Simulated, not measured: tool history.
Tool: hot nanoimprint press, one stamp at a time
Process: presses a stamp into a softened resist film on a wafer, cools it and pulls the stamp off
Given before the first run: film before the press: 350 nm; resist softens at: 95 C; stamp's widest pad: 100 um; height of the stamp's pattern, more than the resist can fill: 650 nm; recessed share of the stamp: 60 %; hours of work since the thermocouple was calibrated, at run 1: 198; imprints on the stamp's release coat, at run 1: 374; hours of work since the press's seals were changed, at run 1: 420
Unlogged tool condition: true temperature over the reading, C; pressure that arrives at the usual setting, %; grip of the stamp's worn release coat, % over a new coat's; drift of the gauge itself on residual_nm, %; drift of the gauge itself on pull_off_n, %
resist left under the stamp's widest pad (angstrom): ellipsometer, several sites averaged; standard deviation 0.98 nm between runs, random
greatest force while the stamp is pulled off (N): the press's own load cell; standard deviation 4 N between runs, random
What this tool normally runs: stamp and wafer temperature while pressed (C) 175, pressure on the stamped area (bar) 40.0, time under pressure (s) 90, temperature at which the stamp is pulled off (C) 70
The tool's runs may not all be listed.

run,hour,stamp and wafer temperature while pressed (C),pressure on the stamped area (bar),time under pressure (s),temperature at which the stamp is pulled off (C),hours of work since the thermocouple was calibrated,imprints on the stamp's release coat,hours of work since the press's seals were changed,resist left under the stamp's widest pad (angstrom),greatest force while the stamp is pulled off (N)
1,0.0,175,40.0,90,70,198,374,420,1468,221
2,47.6,175,40.0,90,70,236,590,458,1490,225
3,98.0,175,30.7,90,70,276,820,498,1732,241
# hour 149.3: stamp cleaned and given a new release coat
4,162.6,175,40.0,90,70,322,61,544,1503,207
5,216.5,175,40.0,90,70,365,306,587,1527,218
6,259.3,175,40.0,90,70,399,500,621,1545,229
# hour 271.3: plate thermocouple calibrated
7,314.0,175,40.0,90,70,34,735,662,1569,242
8,358.9,175,40.0,90,70,70,940,698,1593,249
# hour 385.7: stamp cleaned and given a new release coat
9,415.4,175,40.0,90,70,110,135,738,1597,204
# hour 423.9: plate thermocouple calibrated, once more
10,473.5,175,40.8,90,70,39,386,782,1452,213
11,526.6,175,40.8,90,70,82,627,824,1472,230
12,576.5,175,40.0,90,77,121,854,864,1479,211
# hour 620.4: stamp cleaned and given a new release coat
13,620.7,175,40.0,90,77,152,1,894,1519,166
14,656.5,175,40.0,90,60,180,164,923,1530,242
15,702.5,175,40.0,90,70,217,373,959,1516,208
16,761.6,167,28.1,88,64,264,642,1006,2355,251

The next listed run, before its measurement:
17,795.1,167,28.1,88,64,290,794,1033,?,?

Run 17 yielded resist left under the stamp's widest pad (angstrom) 2351, greatest force while the stamp is pulled off (N) 273.
With no hidden state in the tool, this same run would have given resist left under the stamp's widest pad (angstrom) 2201, greatest force while the stamp is pulled off (N) 220.
